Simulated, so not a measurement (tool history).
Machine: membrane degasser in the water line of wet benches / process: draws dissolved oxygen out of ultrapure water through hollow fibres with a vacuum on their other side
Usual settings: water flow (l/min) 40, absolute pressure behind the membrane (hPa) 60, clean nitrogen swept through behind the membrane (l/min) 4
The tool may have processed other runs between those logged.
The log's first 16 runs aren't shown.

run	hour	water flow (l/min)	absolute pressure behind the membrane (hPa)	clean nitrogen swept through behind the membrane (l/min)	dissolved oxygen in the water behind the degasser (ppb)	pressure that the water loses in the fibres (hPa)
17	684.2	62	60	4	789.2	966.9
18	732.5	62	62.4	6.85	756.6	963.3
# hour 784.8: vacuum gauge calibrated
19	784.8	62	62.4	6.85	754.1	964.1
20	813.6	39	86.3	4	427.3	609.6
21	867.8	38	38.1	8.09	311.8	588.4
22	928.9	38	38.1	8.09	309.5	593.9
23	957.5	40	121.9	4	536.7	626.6
24	997.5	28	66.3	1.62	287.5	437.5
25	1056.6	62	146	5.59	938.4	963.2
26	1103.2	62	146	5.59	921.8	962.8
27	1129.9	34	146	6.97	370.5	529.9
28	1188.6	34	146	6.97	372.7	532.8
29	1246.3	29	37.9	6.97	178.6	452.9
30	1281.6	29	37.9	6.97	181.3	452.1
31	1309.1	34	61.1	5.74	284.4	528
32	1361.4	34	41.3	3.62	264.3	530.8
33	1391.2	41	60	3.66	425.3	640.7

Consider 3 possible next runs. They are alternatives, not a sequence: every one starts from the tool as it was left by run 33. What does each give?
A	1427.9	56	60	3.32	?	?
B	1427.9	26	81.2	3.61	?	?
C	1427.9	41	78.1	3.66	?	?

run	dissolved oxygen in the water behind the degasser (ppb)	pressure that the water loses in the fibres (hPa)
A	713.5	877.4
B	215.5	404.2
C	472.9	641.7
The same runs, with their run-to-run variation unchanged, on a tool lacking any hidden condition would have given:
run	dissolved oxygen in the water behind the degasser (ppb)	pressure that the water loses in the fibres (hPa)
A	682.2	860.2
B	204.6	396.3
C	451	629.2

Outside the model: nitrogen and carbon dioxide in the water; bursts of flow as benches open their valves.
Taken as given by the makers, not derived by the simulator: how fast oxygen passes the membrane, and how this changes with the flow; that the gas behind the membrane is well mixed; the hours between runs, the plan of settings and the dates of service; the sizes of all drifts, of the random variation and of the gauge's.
